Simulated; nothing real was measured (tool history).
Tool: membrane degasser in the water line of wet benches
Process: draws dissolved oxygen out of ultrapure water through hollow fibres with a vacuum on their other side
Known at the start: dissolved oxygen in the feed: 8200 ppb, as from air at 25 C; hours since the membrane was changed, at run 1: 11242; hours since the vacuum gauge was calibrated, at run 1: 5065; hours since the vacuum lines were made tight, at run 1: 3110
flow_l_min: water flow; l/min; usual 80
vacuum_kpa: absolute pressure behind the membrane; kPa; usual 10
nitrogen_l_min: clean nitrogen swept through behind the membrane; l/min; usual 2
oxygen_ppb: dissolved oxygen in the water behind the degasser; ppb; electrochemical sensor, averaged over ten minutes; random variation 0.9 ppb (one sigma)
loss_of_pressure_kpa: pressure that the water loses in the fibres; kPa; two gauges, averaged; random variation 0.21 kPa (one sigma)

run	hour	flow_l_min	vacuum_kpa	nitrogen_l_min	hours since the membrane was changed	hours since the vacuum gauge was calibrated	hours since the vacuum lines were made tight	oxygen_ppb	loss_of_pressure_kpa
1	0	80	10	2	11242	5065	3110	531.2	50.2
2	193.1	80	6	2	11435	5258	3303	233.9	50.37
3	498.8	71	10	2	11741	5564	3609	483.6	44.75
4	662.3	71	10	2	11904	5727	3772	483.3	44.51
5	899.5	80	7.2	2	12142	5964	4010	326.2	50.63
6	1145.1	80	7.2	2	12387	6210	4255	326.8	50.39

Run 7 comes next. What will it give?
7	1462.2	120	10	2	12704	6527	4572	?	?

oxygen_ppb: 727.3 ppb
loss_of_pressure_kpa: 75.6 kPa
Without the tool's hidden state the same run would have given oxygen_ppb 706.3 ppb, loss_of_pressure_kpa 70.24 kPa.
